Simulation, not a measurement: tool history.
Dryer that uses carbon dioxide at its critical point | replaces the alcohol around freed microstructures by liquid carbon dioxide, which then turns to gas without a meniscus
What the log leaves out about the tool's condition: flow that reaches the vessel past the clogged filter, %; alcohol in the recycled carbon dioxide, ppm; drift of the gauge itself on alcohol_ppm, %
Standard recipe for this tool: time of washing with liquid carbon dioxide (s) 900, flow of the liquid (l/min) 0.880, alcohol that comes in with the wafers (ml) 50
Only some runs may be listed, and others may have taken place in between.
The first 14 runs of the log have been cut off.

run	hour	time of washing with liquid carbon dioxide (s)	flow of the liquid (l/min)	alcohol that comes in with the wafers (ml)	hours of work since the filter was changed	hours of work since the purifier's bed was changed	alcohol left in the vessel before it's heated (ppm by volume)
15	688.8	900	0.880	50	567	567	257
# hour 706.9: inlet filter changed
# hour 717.8: purifier's bed changed
16	718.4	900	0.880	50	6	0	71
17	746.6	900	1.207	30	26	21	23
18	784.2	900	1.207	30	53	48	20
19	818.4	900	0.623	27	78	72	241
20	844.6	600	0.880	42	97	91	445
21	871.7	1200	0.880	23	116	111	46
22	902.3	1020	0.596	22	138	133	171
23	950.0	900	0.942	50	172	167	94
24	983.7	720	0.880	50	197	191	292
25	1022.7	720	0.880	50	225	219	311
26	1070.1	900	0.750	24	259	253	160
27	1129.2	1200	1.034	66	301	296	86
28	1167.6	1200	1.034	66	329	323	108
29	1213.8	900	0.677	50	362	356	410
30	1251.6	1320	0.677	73	389	384	172
31	1290.4	1020	0.880	74	417	411	178
32	1324.0	1020	0.880	74	441	436	187

Forecast each of these 4 alternatives for the next run:
A	1358.3	1200	1.235	74	466	460	?
B	1358.3	1020	0.880	24	466	460	?
C	1358.3	900	1.328	50	466	460	?
D	1358.3	1020	0.880	73	466	460	?

run	alcohol left in the vessel before it's heated (ppm by volume)
A	131
B	147
C	132
D	198
What these runs would have given with no unlogged condition in the tool:
run	alcohol left in the vessel before it's heated (ppm by volume)
A	1
B	11
C	4
D	51

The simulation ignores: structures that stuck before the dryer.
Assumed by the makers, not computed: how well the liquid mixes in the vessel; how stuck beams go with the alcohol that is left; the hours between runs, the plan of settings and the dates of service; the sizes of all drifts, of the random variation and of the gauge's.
